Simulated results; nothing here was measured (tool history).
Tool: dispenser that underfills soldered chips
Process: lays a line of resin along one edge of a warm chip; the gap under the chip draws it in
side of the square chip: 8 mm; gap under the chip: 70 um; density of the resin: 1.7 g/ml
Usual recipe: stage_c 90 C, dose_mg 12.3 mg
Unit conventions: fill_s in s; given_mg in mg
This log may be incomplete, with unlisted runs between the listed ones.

{"run": 1, "hour": 0.0, "stage_c": 90, "dose_mg": 12.3, "fill_s": 35.5, "given_mg": 12.19}
{"hour": 8.2, "done": "new syringe of resin"}
{"run": 2, "hour": 10.4, "stage_c": 90, "dose_mg": 12.3, "fill_s": 35.5, "given_mg": 11.88}
{"run": 3, "hour": 17.5, "stage_c": 90, "dose_mg": 12.3, "fill_s": 42.6, "given_mg": 12.08}
{"hour": 19.9, "done": "new syringe of resin"}
{"run": 4, "hour": 31.0, "stage_c": 90, "dose_mg": 12.3, "fill_s": 45.1, "given_mg": 11.78}
{"hour": 32.1, "done": "new syringe of resin"}
{"hour": 44.2, "done": "new syringe of resin"}
{"run": 5, "hour": 45.5, "stage_c": 90, "dose_mg": 12.3, "fill_s": 34.8, "given_mg": 11.99}
{"hour": 56.7, "done": "new syringe of resin"}
{"run": 6, "hour": 58.2, "stage_c": 90, "dose_mg": 12.3, "fill_s": 35.1, "given_mg": 11.83}
{"hour": 68.6, "done": "new syringe of resin"}
{"run": 7, "hour": 75.6, "stage_c": 90, "dose_mg": 12.3, "fill_s": 38.8, "given_mg": 11.7}
{"hour": 80.5, "done": "new syringe of resin"}
{"run": 8, "hour": 88.2, "stage_c": 90, "dose_mg": 10.9, "fill_s": 43.4, "given_mg": 10.33}
{"hour": 92.8, "done": "new syringe of resin"}
{"run": 9, "hour": 103.9, "stage_c": 90, "dose_mg": 12.3, "fill_s": 45.7, "given_mg": 11.75}
{"hour": 105.5, "done": "new syringe of resin"}
{"hour": 117.8, "done": "new syringe of resin"}
{"run": 10, "hour": 117.8, "stage_c": 90, "dose_mg": 12.3, "fill_s": 32.9, "given_mg": 11.61}
{"run": 11, "hour": 127.0, "stage_c": 90, "dose_mg": 11.5, "fill_s": 42.7, "given_mg": 10.92}
{"hour": 130.0, "done": "new syringe of resin"}
{"hour": 131.9, "done": "dispensing valve cleaned and set on the balance"}
{"run": 12, "hour": 137.0, "stage_c": 90, "dose_mg": 11.5, "fill_s": 39.4, "given_mg": 11.43}
{"hour": 143.4, "done": "new syringe of resin"}
{"run": 13, "hour": 151.2, "stage_c": 90, "dose_mg": 11.5, "fill_s": 42.1, "given_mg": 11.52}
{"hour": 155.4, "done": "new syringe of resin"}
{"run": 14, "hour": 164.4, "stage_c": 77, "dose_mg": 12.4, "fill_s": 78.9, "given_mg": 12.27}
{"hour": 167.2, "done": "new syringe of resin"}
{"run": 15, "hour": 177.9, "stage_c": 94, "dose_mg": 11.8, "fill_s": 36.9, "given_mg": 11.52}
{"hour": 179.3, "done": "new syringe of resin"}
{"hour": 191.2, "done": "new syringe of resin"}
{"run": 16, "hour": 194.5, "stage_c": 94, "dose_mg": 11.8, "fill_s": 30.8, "given_mg": 11.66}
{"hour": 204.0, "done": "new syringe of resin"}
{"run": 17, "hour": 207.0, "stage_c": 85, "dose_mg": 14.5, "fill_s": 46.8, "given_mg": 14.13}
{"hour": 216.0, "done": "new syringe of resin"}
{"run": 18, "hour": 223.7, "stage_c": 77, "dose_mg": 12.4, "fill_s": 78.4, "given_mg": 12.01}
{"hour": 227.8, "done": "new syringe of resin"}
{"hour": 239.3, "done": "new syringe of resin"}
{"run": 19, "hour": 239.3, "stage_c": 77, "dose_mg": 12.4, "fill_s": 64.4, "given_mg": 12.17}
{"hour": 251.2, "done": "new syringe of resin"}
{"run": 20, "hour": 251.2, "stage_c": 77, "dose_mg": 12.4, "fill_s": 63.9, "given_mg": 12.01}
{"run": 21, "hour": 258.5, "stage_c": 97, "dose_mg": 14.7, "fill_s": 29.8, "given_mg": 14.22}
{"hour": 263.3, "done": "new syringe of resin"}
{"run": 22, "hour": 273.5, "stage_c": 96, "dose_mg": 11.5, "fill_s": 34.5, "given_mg": 11.03}
{"hour": 275.9, "done": "new syringe of resin"}
{"hour": 288.1, "done": "new syringe of resin"}
{"run": 23, "hour": 290.6, "stage_c": 90, "dose_mg": 11.8, "fill_s": 36.9, "given_mg": 11.28}
{"hour": 299.6, "done": "new syringe of resin"}
{"run": 24, "hour": 307.8, "stage_c": 96, "dose_mg": 14.3, "fill_s": 32.6, "given_mg": 13.57}

Alternative continuations, all from the tool just after run 24; predict every row:
{"hour": 311.3, "done": "new syringe of resin"}
{"run": "A", "hour": 316.7, "stage_c": 90, "dose_mg": 11.9, "fill_s": "?", "given_mg": "?"}
{"hour": 311.3, "done": "new syringe of resin"}
{"run": "B", "hour": 316.7, "stage_c": 88, "dose_mg": 12.6, "fill_s": "?", "given_mg": "?"}
{"hour": 311.3, "done": "new syringe of resin"}
{"run": "C", "hour": 316.7, "stage_c": 85, "dose_mg": 11.4, "fill_s": "?", "given_mg": "?"}
{"hour": 311.3, "done": "new syringe of resin"}
{"run": "D", "hour": 316.7, "stage_c": 95, "dose_mg": 11.3, "fill_s": "?", "given_mg": "?"}

run=A fill_s=39.4 given_mg=11.27
run=B fill_s=43 given_mg=11.92
run=C fill_s=50.3 given_mg=10.82
run=D fill_s=32.5 given_mg=10.8
With the hidden condition removed and each run's random variation left untouched, the same runs would have given:
run=A fill_s=29.7 given_mg=11.88
run=B fill_s=32.5 given_mg=12.56
run=C fill_s=37.8 given_mg=11.4
run=D fill_s=24.7 given_mg=11.37
